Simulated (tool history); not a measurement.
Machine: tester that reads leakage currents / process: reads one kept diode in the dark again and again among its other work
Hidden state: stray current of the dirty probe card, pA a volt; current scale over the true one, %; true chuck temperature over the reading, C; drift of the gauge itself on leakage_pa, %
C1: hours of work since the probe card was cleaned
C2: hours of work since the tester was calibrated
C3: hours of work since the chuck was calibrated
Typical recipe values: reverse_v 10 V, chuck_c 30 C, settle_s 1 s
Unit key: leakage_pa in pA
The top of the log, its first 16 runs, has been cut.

Run 17, hour 709.7: usual settings but reverse_v 18 V; C1 1358; C2 870; C3 363. Result: leakage_pa 554.34 pA.
Run 18, hour 756.7: usual settings but reverse_v 3.6 V; C1 1378; C2 890; C3 383. Result: leakage_pa 234.52 pA.
Run 19, hour 817.5: usual settings but reverse_v 3.6 V; C1 1405; C2 917; C3 409. Result: leakage_pa 232.56 pA.
Run 20, hour 873.3: usual settings but reverse_v 3.6 V; C1 1429; C2 941; C3 433. Result: leakage_pa 230.95 pA.
Run 21, hour 905.6: usual settings but reverse_v 2 V; C1 1443; C2 955; C3 447. Result: leakage_pa 169.12 pA.
Run 22, hour 939.9: usual settings but reverse_v 3.2 V; C1 1457; C2 969; C3 462. Result: leakage_pa 216.32 pA.
Run 23, hour 993.1: usual settings but reverse_v 1.1 V, chuck_c 24 C, settle_s 0.95 s; C1 1480; C2 992; C3 485. Result: leakage_pa 71.21 pA.
Run 24, hour 1053: usual settings but reverse_v 4.9 V, chuck_c 24 C, settle_s 0.95 s; C1 1506; C2 1018; C3 511. Result: leakage_pa 157.76 pA.
Run 25, hour 1113.4: usual settings but reverse_v 2.9 V, chuck_c 24 C, settle_s 0.95 s; C1 1532; C2 1044; C3 537. Result: leakage_pa 117.65 pA.
Run 26, hour 1173.1: usual settings but reverse_v 2.9 V, chuck_c 24 C, settle_s 0.95 s; C1 1558; C2 1070; C3 563. Result: leakage_pa 117.63 pA.
At hour 1209.3: chuck's temperature calibrated.
Run 27, hour 1220.9: usual settings but reverse_v 1.5 V, chuck_c 27 C; C1 1578; C2 1090; C3 5. Result: leakage_pa 121.87 pA.
Run 28, hour 1258.7: usual settings but reverse_v 4.6 V, chuck_c 29 C, settle_s 0.69 s; C1 1594; C2 1106; C3 21. Result: leakage_pa 263.64 pA.
Run 29, hour 1319: usual settings but reverse_v 4.6 V, chuck_c 27 C, settle_s 0.69 s; C1 1620; C2 1132; C3 47. Result: leakage_pa 221.14 pA.
Run 30, hour 1349.2: usual settings but chuck_c 26 C; C1 1633; C2 1145; C3 60. Result: leakage_pa 305.53 pA.
Run 31, hour 1411.3: usual settings but reverse_v 2 V, chuck_c 34 C, settle_s 7.14 s; C1 1660; C2 1172; C3 87. Result: leakage_pa 257.72 pA.
Run 32, hour 1469.4: usual settings but reverse_v 2 V, chuck_c 34 C, settle_s 7.14 s; C1 1685; C2 1197; C3 112. Result: leakage_pa 256.44 pA.
Run 33, hour 1518.7: usual settings but reverse_v 9.7 V, chuck_c 44 C, settle_s 1.34 s; C1 1706; C2 1218; C3 133. Result: leakage_pa 1341.67 pA.
Run 34, hour 1564.8: usual settings but reverse_v 16.4 V, chuck_c 51 C; C1 1726; C2 1238; C3 153. Result: leakage_pa 3053.76 pA.
Run 35, hour 1623.2: usual settings but reverse_v 16.4 V, chuck_c 36 C; C1 1751; C2 1263; C3 179. Result: leakage_pa 911.51 pA.
Run 36, hour 1649.6: usual settings but chuck_c 46 C, settle_s 2.31 s; C1 1763; C2 1275; C3 190. Result: leakage_pa 1579.91 pA.
Run 37, hour 1707.3: usual settings but reverse_v 8 V, chuck_c 35 C, settle_s 4.21 s; C1 1787; C2 1300; C3 215. Result: leakage_pa 569.22 pA.
Run 38, hour 1735.4: usual settings but reverse_v 8 V, chuck_c 35 C, settle_s 4.21 s; C1 1800; C2 1312; C3 227. Result: leakage_pa 568.1 pA.
Run 39, hour 1788.1: usual settings but chuck_c 29 C; C1 1822; C2 1334; C3 250. Result: leakage_pa 381.11 pA.

5 ways to go on from here, each from the tool as it stands after run 39. What would each give?
Run A, hour 1814.8: usual settings but reverse_v 1.5 V, chuck_c 29 C; C1 1834; C2 1346; C3 261. Result: leakage_pa ?.
Run B, hour 1814.8: usual settings but chuck_c 39 C; C1 1834; C2 1346; C3 261. Result: leakage_pa ?.
Run C, hour 1814.8: usual settings but reverse_v 4 V, chuck_c 38 C; C1 1834; C2 1346; C3 261. Result: leakage_pa ?.
Run D, hour 1814.8: usual settings but reverse_v 3.4 V, chuck_c 29 C, settle_s 0.75 s; C1 1834; C2 1346; C3 261. Result: leakage_pa ?.
Run E, hour 1814.8: usual settings but chuck_c 48 C, settle_s 0.56 s; C1 1834; C2 1346; C3 261. Result: leakage_pa ?.

run  leakage_pa
  A      138.04
  B      888.71
  C      502.22
  D      213.18
  E     1822.19
Take away the tool's hidden state, keep each run's random variation, and the runs would have read:
run  leakage_pa
  A      145.32
  B      931.86
  C       528.2
  D       223.5
  E     1913.94

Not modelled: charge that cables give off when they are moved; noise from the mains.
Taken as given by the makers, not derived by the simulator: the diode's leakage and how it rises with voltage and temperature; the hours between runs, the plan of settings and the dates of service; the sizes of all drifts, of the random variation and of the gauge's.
